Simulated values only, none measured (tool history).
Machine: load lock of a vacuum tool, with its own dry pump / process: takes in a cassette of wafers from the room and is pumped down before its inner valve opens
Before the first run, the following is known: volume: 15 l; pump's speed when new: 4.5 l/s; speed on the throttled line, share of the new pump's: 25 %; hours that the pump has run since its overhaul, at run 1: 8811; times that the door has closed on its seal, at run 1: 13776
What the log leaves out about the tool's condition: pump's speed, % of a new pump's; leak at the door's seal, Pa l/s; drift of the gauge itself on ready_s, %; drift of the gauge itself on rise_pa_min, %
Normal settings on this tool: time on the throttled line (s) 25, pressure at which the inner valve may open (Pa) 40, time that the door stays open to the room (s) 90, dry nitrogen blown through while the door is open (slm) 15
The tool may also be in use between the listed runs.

| run | hour | time on the throttled line (s) | pressure at which the inner valve may open (Pa) | time that the door stays open to the room (s) | dry nitrogen blown through while the door is open (slm) | hours that the pump has run since its overhaul | times that the door has closed on its seal | incoming humidity of the room's air, % | time from the closed door until the inner valve may open (s) | rise of the pressure with all valves shut (Pa/min) |
|---|---|---|---|---|---|---|---|---|---|---|
| 1 | 0 | 25 | 40 | 90 | 15 | 8811 | 13776 | 45.9 | 45.3 | 0.053 |
| 2 | 279 | 25 | 40 | 90 | 15 | 9090 | 14433 | 44 | 45.2 | 0.054 |
| 3 | 584.9 | 25 | 40 | 90 | 15 | 9396 | 15155 | 43.3 | 45.2 | 0.048 |
| 4 | 980.9 | 25 | 40 | 90 | 19 | 9792 | 16088 | 46.9 | 44.9 | 0.047 |
| 5 | 1501.7 | 25 | 40 | 90 | 8 | 10313 | 17316 | 44.7 | 45.4 | 0.066 |
| 6 | 1906.4 | 25 | 40 | 90 | 13 | 10718 | 18271 | 46.6 | 45.2 | 0.053 |
| 7 | 2131.8 | 25 | 40 | 90 | 13 | 10943 | 18802 | 45.6 | 44.7 | 0.055 |
| 8 | 2645.3 | 25 | 40 | 90 | 15 | 11457 | 20013 | 42.2 | 46.1 | 0.045 |
| 9 | 2913.8 | 25 | 40 | 90 | 15 | 11725 | 20646 | 43.1 | 44.4 | 0.045 |
| 10 | 3356.3 | 25 | 40 | 90 | 15 | 12168 | 21689 | 46.3 | 45.3 | 0.055 |
| 11 | 3780.6 | 25 | 36 | 90 | 15 | 12592 | 22689 | 43.9 | 45.2 | 0.05 |
| 12 | 4242.8 | 25 | 36 | 90 | 15 | 13054 | 23779 | 47.2 | 45.9 | 0.055 |
| 13 | 4767.6 | 25 | 36 | 90 | 15 | 13579 | 25016 | 43.7 | 45.5 | 0.052 |
| 14 | 5104.8 | 25 | 36 | 90 | 15 | 13916 | 25811 | 47.3 | 45.4 | 0.05 |
| 15 | 5506.4 | 36 | 40 | 73 | 9 | 14318 | 26758 | 43.6 | 53.8 | 0.057 |
| 16 | 5918.2 | 25 | 67 | 90 | 7 | 14730 | 27729 | 45.1 | 43.4 | 0.069 |
| 17 | 6291.3 | 31 | 40 | 90 | 28 | 15103 | 28609 | 44.6 | 50.2 | 0.029 |
| 18 | 6567.5 | 25 | 30 | 37 | 15 | 15379 | 29260 | 42.5 | 46.1 | 0.033 |
| 19 | 6914.6 | 41 | 54 | 90 | 15 | 15726 | 30079 | 43.3 | 56.4 | 0.047 |
| 20 | 7370.6 | 41 | 54 | 90 | 15 | 16182 | 31154 | 45.9 | 56 | 0.054 |
| 21 | 7726.1 | 41 | 56 | 29 | 26 | 16538 | 31992 | 45.3 | 56.1 | 0.025 |
| 22 | 7970.3 | 25 | 40 | 79 | 32 | 16782 | 32568 | 45.8 | 44.9 | 0.033 |
| 23 | 8352.1 | 25 | 40 | 79 | 32 | 17164 | 33468 | 42.8 | 45.6 | 0.029 |
| 24 | 8894.3 | 25 | 40 | 79 | 32 | 17706 | 34746 | 43.6 | 45.4 | 0.03 |
| 25 | 9150.3 | 25 | 40 | 79 | 32 | 17962 | 35350 | 41.2 | 45.4 | 0.029 |

4 ways to go on from here, each from the tool as it stands after run 25. What would each give?
| A | 9418.6 | 25 | 40 | 90 | 43 | 18230 | 35982 | 45.7 | ? | ? |
| B | 9418.6 | 22 | 40 | 90 | 15 | 18230 | 35982 | 46.5 | ? | ? |
| C | 9418.6 | 24 | 40 | 72 | 26 | 18230 | 35982 | 45.4 | ? | ? |
| D | 9418.6 | 25 | 29 | 224 | 32 | 18230 | 35982 | 46.6 | ? | ? |

| run | time from the closed door until the inner valve may open (s) | rise of the pressure with all valves shut (Pa/min) |
|---|---|---|
| A | 45.5 | 0.025 |
| B | 42.7 | 0.056 |
| C | 44.5 | 0.03 |
| D | 46.3 | 0.048 |
Stripped of hidden state, with their random variation kept, the same runs would have yielded:
| run | time from the closed door until the inner valve may open (s) | rise of the pressure with all valves shut (Pa/min) |
|---|---|---|
| A | 45.5 | 0.024 |
| B | 42.7 | 0.055 |
| C | 44.5 | 0.029 |
| D | 46.3 | 0.047 |

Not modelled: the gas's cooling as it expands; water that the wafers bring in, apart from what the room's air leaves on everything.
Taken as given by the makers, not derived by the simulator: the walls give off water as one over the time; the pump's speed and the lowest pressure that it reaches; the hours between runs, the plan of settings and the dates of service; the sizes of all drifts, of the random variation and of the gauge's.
